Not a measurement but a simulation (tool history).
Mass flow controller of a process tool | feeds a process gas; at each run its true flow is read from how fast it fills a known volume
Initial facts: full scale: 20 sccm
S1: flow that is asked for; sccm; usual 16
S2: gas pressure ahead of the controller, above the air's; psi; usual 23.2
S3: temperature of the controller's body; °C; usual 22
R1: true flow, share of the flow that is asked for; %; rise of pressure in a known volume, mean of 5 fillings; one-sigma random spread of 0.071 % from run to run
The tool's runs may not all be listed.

{"run": 1, "hour": 0.0, "S1": 16, "S2": 23.2, "S3": 22, "R1": 99.24}
{"run": 2, "hour": 113.2, "S1": 16, "S2": 23.2, "S3": 22, "R1": 99.08}
{"run": 3, "hour": 168.9, "S1": 16, "S2": 23.2, "S3": 22, "R1": 99.11}
{"run": 4, "hour": 256.9, "S1": 16, "S2": 23.2, "S3": 30, "R1": 99.61}
{"run": 5, "hour": 321.2, "S1": 16, "S2": 23.2, "S3": 34, "R1": 99.6}
{"run": 6, "hour": 385.8, "S1": 16, "S2": 34.4, "S3": 22, "R1": 98.65}
{"run": 7, "hour": 490.8, "S1": 9, "S2": 34.4, "S3": 22, "R1": 97.37}
{"run": 8, "hour": 590.7, "S1": 16, "S2": 22.3, "S3": 22, "R1": 99.13}
{"run": 9, "hour": 674.3, "S1": 16, "S2": 22.3, "S3": 22, "R1": 98.96}
{"run": 10, "hour": 751.2, "S1": 16, "S2": 22.3, "S3": 22, "R1": 98.95}
{"run": 11, "hour": 805.7, "S1": 16, "S2": 22.3, "S3": 22, "R1": 98.97}
{"hour": 816.7, "done": "controller's zero set anew"}
{"run": 12, "hour": 858.2, "S1": 16, "S2": 22.3, "S3": 22, "R1": 98.81}
{"run": 13, "hour": 932.3, "S1": 16, "S2": 22.3, "S3": 22, "R1": 98.8}
{"run": 14, "hour": 1047.5, "S1": 15, "S2": 23.2, "S3": 22, "R1": 98.54}
{"run": 15, "hour": 1113.0, "S1": 14, "S2": 32.1, "S3": 40, "R1": 98.87}
{"run": 16, "hour": 1184.7, "S1": 16, "S2": 23.6, "S3": 26, "R1": 98.81}
{"hour": 1245.0, "done": "controller's zero set anew, once more"}
{"run": 17, "hour": 1288.6, "S1": 16, "S2": 23.6, "S3": 26, "R1": 99.08}
{"run": 18, "hour": 1363.0, "S1": 16, "S2": 36.7, "S3": 22, "R1": 98.27}
{"run": 19, "hour": 1466.8, "S1": 16, "S2": 36.7, "S3": 22, "R1": 98.12}
{"run": 20, "hour": 1563.9, "S1": 16, "S2": 22.6, "S3": 23, "R1": 98.59}
{"run": 21, "hour": 1687.8, "S1": 2, "S2": 36.0, "S3": 27, "R1": 96.08}
{"run": 22, "hour": 1782.0, "S1": 2, "S2": 22.0, "S3": 31, "R1": 96.79}
{"run": 23, "hour": 1908.2, "S1": 4, "S2": 23.2, "S3": 22, "R1": 96.66}
{"run": 24, "hour": 1989.6, "S1": 8, "S2": 33.8, "S3": 34, "R1": 97.42}
{"run": 25, "hour": 2102.6, "S1": 7, "S2": 29.6, "S3": 26, "R1": 96.93}
{"run": 26, "hour": 2175.5, "S1": 16, "S2": 39.2, "S3": 32, "R1": 98.19}
{"run": 27, "hour": 2296.2, "S1": 16, "S2": 39.2, "S3": 32, "R1": 98.19}

Here are 3 independent what-if runs from the current tool condition. What would each one return?
{"run": "A", "hour": 2361.8, "S1": 19, "S2": 35.7, "S3": 39, "R1": "?"}
{"run": "B", "hour": 2361.8, "S1": 4, "S2": 21.5, "S3": 24, "R1": "?"}
{"run": "C", "hour": 2361.8, "S1": 16, "S2": 39.2, "S3": 28, "R1": "?"}

run=A R1=98.99
run=B R1=96.56
run=C R1=97.96
What these runs would have given with no unlogged condition in the tool:
run=A R1=100.23
run=B R1=98.09
run=C R1=99.21
